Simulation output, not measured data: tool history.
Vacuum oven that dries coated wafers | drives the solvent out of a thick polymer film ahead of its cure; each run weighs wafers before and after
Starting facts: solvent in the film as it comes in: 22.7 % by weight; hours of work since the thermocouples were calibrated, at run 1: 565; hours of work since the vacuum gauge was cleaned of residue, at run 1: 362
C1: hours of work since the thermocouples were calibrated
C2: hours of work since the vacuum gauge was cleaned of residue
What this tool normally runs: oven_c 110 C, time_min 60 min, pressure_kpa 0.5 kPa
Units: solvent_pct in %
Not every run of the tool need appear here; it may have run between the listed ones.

Run 1, day 0: usual settings; C1 565; C2 362. Result: solvent_pct 1.34 %.
Run 2, day 1.879: usual settings but oven_c 112 C; C1 591; C2 388. Result: solvent_pct 1.01 %.
Run 3, day 5.183: usual settings but oven_c 112 C; C1 637; C2 434. Result: solvent_pct 0.97 %.
Run 4, day 7.379: usual settings but oven_c 112 C; C1 668; C2 464. Result: solvent_pct 0.97 %.
Run 5, day 9.617: usual settings but oven_c 112 C; C1 699; C2 496. Result: solvent_pct 1.07 %.
Run 6, day 11.221: usual settings but oven_c 109 C; C1 721; C2 518. Result: solvent_pct 1.53 %.
Run 7, day 13.45: usual settings but oven_c 109 C, time_min 95 min; C1 752; C2 549. Result: solvent_pct 0.76 %.
Run 8, day 16.404: usual settings but oven_c 109 C, time_min 95 min; C1 793; C2 590. Result: solvent_pct 0.69 %.
Run 9, day 18.271: usual settings but oven_c 109 C, time_min 95 min; C1 819; C2 616. Result: solvent_pct 0.68 %.
Run 10, day 19.912: usual settings but time_min 48 min; C1 842; C2 639. Result: solvent_pct 2.01 %.
Run 11, day 22.392: usual settings but time_min 48 min; C1 876; C2 673. Result: solvent_pct 2.05 %.

Run 12 comes next. What will it give?
At day 22.679: oven's thermocouples calibrated.
Run 12, day 23.992: usual settings but time_min 48 min; C1 18; C2 694. Result: solvent_pct ?.

Run 12 measured solvent_pct 2.04 %.
With no hidden state in the tool, this same run would have given solvent_pct 2.04 %.
